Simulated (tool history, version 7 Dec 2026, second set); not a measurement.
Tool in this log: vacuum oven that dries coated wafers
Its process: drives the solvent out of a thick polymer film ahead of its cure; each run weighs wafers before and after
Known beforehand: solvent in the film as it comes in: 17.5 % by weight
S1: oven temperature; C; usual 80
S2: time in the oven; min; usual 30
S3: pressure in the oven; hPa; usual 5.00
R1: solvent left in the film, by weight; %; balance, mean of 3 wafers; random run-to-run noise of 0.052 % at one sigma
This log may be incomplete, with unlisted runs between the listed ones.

| run | day | S1 | S2 | S3 | R1 |
|---|---|---|---|---|---|
| 1 | 0.000 | 80 | 30 | 5.00 | 1.48 |
| 2 | 0.588 | 83 | 30 | 5.00 | 1.08 |
| 3 | 1.046 | 80 | 30 | 4.93 | 1.52 |
| 4 | 1.408 | 80 | 30 | 4.93 | 1.40 |
| 5 | 1.717 | 80 | 30 | 4.93 | 1.44 |
| 6 | 2.079 | 79 | 30 | 4.93 | 1.61 |
| 7 | 2.417 | 79 | 30 | 3.95 | 1.43 |
| 8 | 2.829 | 80 | 30 | 6.82 | 1.76 |
| 9 | 3.417 | 80 | 30 | 8.17 | 2.15 |
| 10 | 3.933 | 83 | 30 | 8.17 | 1.57 |
| 11 | 4.508 | 83 | 30 | 8.17 | 1.60 |
| 12 | 5.096 | 83 | 30 | 3.95 | 0.93 |
| 13 | 5.412 | 80 | 30 | 8.04 | 2.07 |
| 14 | 5.854 | 80 | 30 | 8.04 | 1.99 |
| 15 | 6.379 | 80 | 30 | 8.04 | 2.07 |
| 16 | 6.758 | 80 | 30 | 8.04 | 2.01 |
| 17 | 7.042 | 80 | 30 | 5.42 | 1.62 |
| 18 | 7.446 | 80 | 30 | 5.42 | 1.67 |
| 19 | 7.733 | 80 | 30 | 5.42 | 1.57 |
| 20 | 8.262 | 80 | 30 | 5.42 | 1.65 |
| 21 | 8.792 | 80 | 30 | 5.00 | 1.58 |
| 22 | 9.154 | 80 | 30 | 5.00 | 1.60 |
| 23 | 9.721 | 80 | 30 | 5.00 | 1.59 |
| 24 | 10.350 | 80 | 30 | 13.25 | 3.02 |
| 25 | 10.862 | 82 | 30 | 5.00 | 1.28 |
| 26 | 11.208 | 69 | 53 | 5.00 | 2.49 |
| 27 | 11.642 | 69 | 30 | 6.85 | 4.74 |
|  | 12.017 | oven's thermocouples calibrated |
| 28 | 12.371 | 72 | 19 | 13.67 | 7.06 |
| 29 | 12.917 | 88 | 21 | 3.33 | 0.93 |
| 30 | 13.258 | 88 | 21 | 3.33 | 0.89 |
| 31 | 13.646 | 72 | 41 | 5.00 | 2.57 |
| 32 | 14.179 | 72 | 41 | 5.00 | 2.51 |
| 33 | 14.729 | 72 | 41 | 5.00 | 2.35 |
| 34 | 15.008 | 65 | 38 | 5.59 | 4.94 |
| 35 | 15.575 | 65 | 38 | 5.59 | 4.97 |
| 36 | 16.054 | 80 | 15 | 10.45 | 4.65 |
| 37 | 16.554 | 88 | 30 | 5.00 | 0.97 |
| 38 | 16.908 | 86 | 51 | 16.78 | 2.41 |
| 39 | 17.254 | 86 | 51 | 16.78 | 2.34 |
| 40 | 17.542 | 86 | 51 | 16.78 | 2.40 |
| 41 | 17.946 | 86 | 51 | 16.78 | 2.47 |
| 42 | 18.396 | 65 | 30 | 7.32 | 6.54 |
| 43 | 18.796 | 94 | 34 | 5.00 | 0.82 |
| 44 | 19.083 | 85 | 44 | 5.20 | 0.95 |
| 45 | 19.446 | 85 | 44 | 5.20 | 0.97 |
| 46 | 19.933 | 85 | 44 | 5.20 | 0.91 |
| 47 | 20.533 | 85 | 44 | 5.20 | 1.05 |

4 ways to go on from here, each from the tool as it stands after run 47. What would each give?
| A | 21.175 | 81 | 44 | 5.20 | ? |
| B | 21.175 | 76 | 44 | 5.20 | ? |
| C | 21.175 | 86 | 44 | 16.36 | ? |
| D | 21.175 | 82 | 44 | 5.20 | ? |

| run | R1 |
|---|---|
| A | 1.25 |
| B | 1.75 |
| C | 2.44 |
| D | 1.23 |
Take away the tool's hidden state, keep each run's random variation, and the runs would have read:
| run | R1 |
|---|---|
| A | 0.92 |
| B | 1.33 |
| C | 2.15 |
| D | 0.92 |

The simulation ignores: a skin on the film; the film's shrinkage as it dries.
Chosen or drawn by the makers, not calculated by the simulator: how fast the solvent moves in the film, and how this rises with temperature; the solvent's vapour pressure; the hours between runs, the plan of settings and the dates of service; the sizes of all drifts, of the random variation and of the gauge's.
